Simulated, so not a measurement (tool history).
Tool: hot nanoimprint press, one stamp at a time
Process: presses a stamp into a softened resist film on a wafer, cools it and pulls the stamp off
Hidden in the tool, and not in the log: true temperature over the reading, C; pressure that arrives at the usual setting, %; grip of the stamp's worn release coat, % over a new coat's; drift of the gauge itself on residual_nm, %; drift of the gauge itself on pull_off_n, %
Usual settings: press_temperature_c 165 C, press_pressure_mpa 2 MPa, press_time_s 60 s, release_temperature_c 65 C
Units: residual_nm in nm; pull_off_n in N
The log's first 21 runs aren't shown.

run   hour  press_temperature_c  press_pressure_mpa  press_time_s  release_temperature_c  hours of work since the thermocouple was calibrated  imprints on the stamp's release coat  hours of work since the press's seals were changed  residual_nm  pull_off_n
 22  412.3                  158                   2            60                     61                                                  141                                   525                                                 583        245.9       118.3
 23  426.9                  158                   2            60                     61                                                  148                                   564                                                 590        246.5       119.8
 24  438.9                  165                   2            84                     62                                                  154                                   596                                                 596        165.1       119.7
 25  453.6                  159                   2            65                     62                                                  160                                   635                                                 603        232.9       117.4
 26  471.8                  159                2.35            65                     57                                                  169                                   684                                                 611        220.3       123.9
 27  490.6                  165                1.61            60                     66                                                  177                                   734                                                 620        204.8       117.9
 28    502                  163                1.25            66                     65                                                  183                                   764                                                 625        234.5       119.3
 29  519.2                  163                1.25            66                     65                                                  191                                   810                                                 633        235.7       119.5
 30  546.1                  168                   2           108                     65                                                  203                                   882                                                 645        132.2       120.6

Forecast each of these 4 alternatives for the next run:
  A   558                  163                   2           108                     68                                                  208                                   914                                                 651            ?           ?
  B   558                  168                2.63           108                     67                                                  208                                   914                                                 651            ?           ?
  C   558                  161                   2            60                     65                                                  208                                   914                                                 651            ?           ?
  D   558                  168                2.24            35                     65                                                  208                                   914                                                 651            ?           ?

run  residual_nm  pull_off_n
  A          168       119.6
  B        115.2         118
  C        222.5         120
  D        185.8       121.7
Without the tool's hidden state the same runs would have given:
run  residual_nm  pull_off_n
  A        159.8       106.6
  B        108.3       105.1
  C        213.5         107
  D        177.1       108.6
